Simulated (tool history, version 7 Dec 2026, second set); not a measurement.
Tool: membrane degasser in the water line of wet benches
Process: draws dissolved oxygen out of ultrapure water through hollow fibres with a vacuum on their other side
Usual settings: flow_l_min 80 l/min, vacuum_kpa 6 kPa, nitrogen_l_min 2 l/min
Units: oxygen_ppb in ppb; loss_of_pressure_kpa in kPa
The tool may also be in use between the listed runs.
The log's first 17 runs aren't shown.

run	hour	flow_l_min	vacuum_kpa	nitrogen_l_min	oxygen_ppb	loss_of_pressure_kpa
18	1449.5	111	5.26	4.62	263.8	62.36
19	1509.8	80	7.38	3.05	333.2	44.61
20	1568.3	80	7.38	3.05	332.7	44.76
21	1631.5	113	6	0.93	637.6	63.04
22	1754.4	82	11.74	3.96	476.7	45.77
23	1838.9	87	6.5	2	393.9	49.1
24	1967.9	87	6.28	1.18	501.2	48.77
25	2068	90	12.79	4.97	500.4	50.64
26	2161.9	90	12.79	4.97	497.5	50.02
27	2294	90	12.79	4.97	490.4	50.37
28	2372.2	90	6	2	362.5	51.02
# hour 2441.3: vacuum gauge calibrated
29	2490.3	90	5.56	3.13	258.3	50.46
30	2616	78	7.78	2.41	387.4	43.99
31	2725.7	78	7.78	2.41	389.8	44.14

Forecast each of these 5 alternatives for the next run:
A	2813.9	62	6	3.82	?	?
B	2813.9	80	6	5.36	?	?
C	2813.9	102	10.1	2.41	?	?
D	2813.9	115	9.92	2	?	?
E	2813.9	78	10.04	2.41	?	?

run	oxygen_ppb	loss_of_pressure_kpa
A	171.8	34.7
B	199.2	45.04
C	673.2	57.62
D	817	64.5
E	522.4	44.29
Without the tool's hidden state the same runs would have given:
run	oxygen_ppb	loss_of_pressure_kpa
A	160.1	33.48
B	183.6	43.46
C	654.9	55.6
D	797	62.24
E	508.2	42.74

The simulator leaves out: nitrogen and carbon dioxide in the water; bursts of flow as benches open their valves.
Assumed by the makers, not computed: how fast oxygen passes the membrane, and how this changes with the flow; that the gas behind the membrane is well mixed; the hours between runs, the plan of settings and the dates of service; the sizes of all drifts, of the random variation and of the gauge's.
